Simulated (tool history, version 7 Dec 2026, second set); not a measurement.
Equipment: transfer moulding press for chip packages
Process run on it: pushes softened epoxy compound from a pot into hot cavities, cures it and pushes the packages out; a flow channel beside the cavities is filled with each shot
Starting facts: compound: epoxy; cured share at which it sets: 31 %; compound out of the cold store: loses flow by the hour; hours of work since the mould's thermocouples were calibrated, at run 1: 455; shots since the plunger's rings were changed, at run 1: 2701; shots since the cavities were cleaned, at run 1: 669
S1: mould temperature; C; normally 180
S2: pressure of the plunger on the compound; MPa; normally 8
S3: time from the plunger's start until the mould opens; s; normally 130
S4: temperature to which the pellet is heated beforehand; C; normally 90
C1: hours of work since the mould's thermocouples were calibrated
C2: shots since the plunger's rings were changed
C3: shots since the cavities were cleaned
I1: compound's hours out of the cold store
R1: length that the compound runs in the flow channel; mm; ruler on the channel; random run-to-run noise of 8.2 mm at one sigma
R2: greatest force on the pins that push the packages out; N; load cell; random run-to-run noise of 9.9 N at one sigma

run   hour   S1  S2   S3  S4   C1    C2   C3    I1   R1   R2
  1    0.0  180   8  130  90  455  2701  669  26.2  898  681
       3.5  -- cavities cleaned with cleaning compound and waxed
  2   20.6  180   8  130  85  470  2913  190  23.8  910  531
  3   31.2  180   8  130  80  478  3030  307  29.0  871  575
  4   43.4  180   8  130  80  488  3166  443  12.4  939  656
      51.3  -- mould's thermocouples calibrated
  5   60.7  180   8  164  80    7  3335  612  39.6  852  594
      68.8  -- cavities cleaned with cleaning compound and waxed
  6   83.2  180   8  164  80   24  3568  160  26.2  882  449
  7  105.1  180   8  164  80   41  3811  403  20.7  897  569
  8  127.4  180   8  164  80   58  4057  649  38.9  855  583
     131.9  -- cavities cleaned with cleaning compound and waxed
  9  142.0  180   8  130  81   68  4202  112  11.3  911  526
 10  163.9  180   8  130  90   85  4445  355  47.3  829  584
 11  175.3  180   8  130  90   94  4571  481  26.8  871  637
     195.2  -- cavities cleaned with cleaning compound and waxed
 12  200.0  178   8  130  90  112  4828   53  42.2  824  512
 13  214.9  178   8  130  90  124  4993  218  18.0  883  608
 14  239.4  178   8  130  90  143  5265  490  18.2  890  745
 15  251.0  177   8  118  90  152  5393  618  27.9  866  966

What will run 16 give?
     255.2  -- plunger's sealing rings changed
     262.0  -- cavities cleaned with cleaning compound and waxed
 16  269.1  177   8  118  90  163  137  79  10.4   ?   ?

R1: 1008 mm
R2: 757 N
Minus the tool's unlogged condition, the same run would have read R1 1013 mm, R2 688 N.
